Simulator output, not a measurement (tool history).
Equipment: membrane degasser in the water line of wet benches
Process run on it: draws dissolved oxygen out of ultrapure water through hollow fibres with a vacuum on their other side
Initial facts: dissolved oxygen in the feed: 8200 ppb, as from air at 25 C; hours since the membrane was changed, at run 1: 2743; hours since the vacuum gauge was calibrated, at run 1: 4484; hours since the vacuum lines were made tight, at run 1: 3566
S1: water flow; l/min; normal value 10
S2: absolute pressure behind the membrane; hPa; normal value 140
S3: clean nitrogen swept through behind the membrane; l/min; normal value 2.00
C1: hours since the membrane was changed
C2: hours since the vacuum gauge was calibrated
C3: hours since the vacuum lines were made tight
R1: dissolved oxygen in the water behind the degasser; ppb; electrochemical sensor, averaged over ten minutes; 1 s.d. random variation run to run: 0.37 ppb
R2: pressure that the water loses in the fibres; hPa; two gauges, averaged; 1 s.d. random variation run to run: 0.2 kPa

run      day  S1   S2    S3    C1    C2    C3     R1     R2
  1    0.000  10  140  2.00  2743  4484  3566  133.0  437.2
  2    7.425  10   94  2.00  2921  4663  3744   79.0  435.7
  3   15.279  10   94  2.00  3110  4851  3933   79.2  433.5
  4   21.442  10   94  2.00  3257  4999  4081   78.6  431.8
  5   25.362  10  140  2.00  3351  5093  4175  133.8  436.6
  6   30.483  10  134  2.00  3474  5216  4298  126.9  439.1
  7   38.388  10  134  2.00  3664  5406  4487  126.6  439.6
  8   44.896  10  134  2.00  3820  5562  4644  126.9  437.6
  9   52.662  10  256  2.00  4007  5748  4830  271.8  436.9
 10   58.738  10  182  2.00  4153  5894  4976  185.0  437.4
 11   66.025  10  182  2.00  4327  6069  5151  184.4  436.9
 12   72.379   7  140  2.00  4480  6221  5303   94.4  309.4
 13   77.862  10  140  2.00  4611  6353  5435  134.6  438.6
 14   84.488  10  140  2.00  4771  6512  5594  134.9  440.7
 15   90.104  10  140  2.00  4905  6647  5729  134.3  435.6
 16   97.204   6   92  2.72  5076  6817  5899   34.4  262.9
     100.621  -- vacuum gauge calibrated
 17  101.667   6   92  2.72  5182    25  6006   33.8  263.3
 18  109.846   6  188  0.95  5379   221  6202  236.7  265.0
 19  116.483  15  221  1.49  5538   381  6361  443.4  662.5
 20  122.833  15  221  1.49  5690   533  6514  442.1  658.9
 21  131.125  15  109  1.49  5889   732  6713  192.7  665.5
 22  139.154  10  140  2.77  6082   925  6905   98.9  442.7
 23  146.688  10  138  5.11  6263  1106  7086   54.7  442.3
 24  151.588  12  138  3.60  6380  1223  7204   93.1  529.9
     158.483  -- seals of the vacuum lines changed
 25  159.133  13  196  2.00  6559  1402    16  259.0  575.9
 26  165.075  11  140  1.71  6702  1545   158  169.8  485.1
 27  169.292  15  140  2.00  6803  1646   259  203.3  661.1

Describe how what the log doesn't record of the tool's condition differs between the last listed run preceding each entry between runs and the first listed run following it.
From run 16 to run 17: vacuum gauge calibrated (day 100.621)
  true pressure behind the membrane over the reading, kPa: 0.11 -> 0.01
  difference, measured minus the result without the unlogged condition, R1: +1.1 -> +0.5 ppb; R2: +5.7 -> +5.9 hPa
From run 24 to run 25: seals of the vacuum lines changed (day 158.483)
  membrane still open, %: 97.3 -> 97.2; air that leaks in behind the membrane, l/min: 0.0052 -> 0.002
  difference, measured minus the result without the unlogged condition, R1: +1.9 -> +1.7 ppb; R2: +14.5 -> +16.3 hPa
